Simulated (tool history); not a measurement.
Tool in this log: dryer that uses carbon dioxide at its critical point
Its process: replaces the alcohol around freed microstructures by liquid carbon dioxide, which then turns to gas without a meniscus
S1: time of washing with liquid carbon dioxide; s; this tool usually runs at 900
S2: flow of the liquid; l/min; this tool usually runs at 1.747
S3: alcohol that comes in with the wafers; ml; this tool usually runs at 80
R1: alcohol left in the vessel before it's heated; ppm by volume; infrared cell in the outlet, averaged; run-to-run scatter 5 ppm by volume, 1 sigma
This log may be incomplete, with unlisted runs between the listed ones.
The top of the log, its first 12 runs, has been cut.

run,hour,S1,S2,S3,R1
13,164.9,840,1.747,80,141
14,181,840,1.747,80,146
15,191.6,840,1.747,80,148
16,201.5,900,1.747,80,126
17,214.4,900,1.747,80,129
18,226.3,900,1.747,80,115
19,240.7,900,1.747,80,136
20,250.7,900,1.747,40,95
21,266.9,900,1.747,40,101
22,284.3,900,1.05,80,758
23,303,900,1.05,80,775
24,311.5,900,1.05,25,295
25,325.5,1080,1.747,80,96
26,337.3,900,1.54,63,190
27,345.8,600,2.34,25,125
# hour 353.1: inlet filter changed
28,361.9,600,1.49,80,669
29,379.5,660,2.29,118,141
30,394.1,1200,1.747,26,82
31,401.9,1260,2.15,80,82
32,414.5,900,1.747,25,93
33,424.7,900,1.747,25,91

Run 34, settings as shown, results not yet in. Your forecast:
34,443.7,900,1.747,78,?

R1: 134 ppm by volume
If the tool had no hidden condition, the same run with the same run-to-run variation would have returned R1 50 ppm by volume.

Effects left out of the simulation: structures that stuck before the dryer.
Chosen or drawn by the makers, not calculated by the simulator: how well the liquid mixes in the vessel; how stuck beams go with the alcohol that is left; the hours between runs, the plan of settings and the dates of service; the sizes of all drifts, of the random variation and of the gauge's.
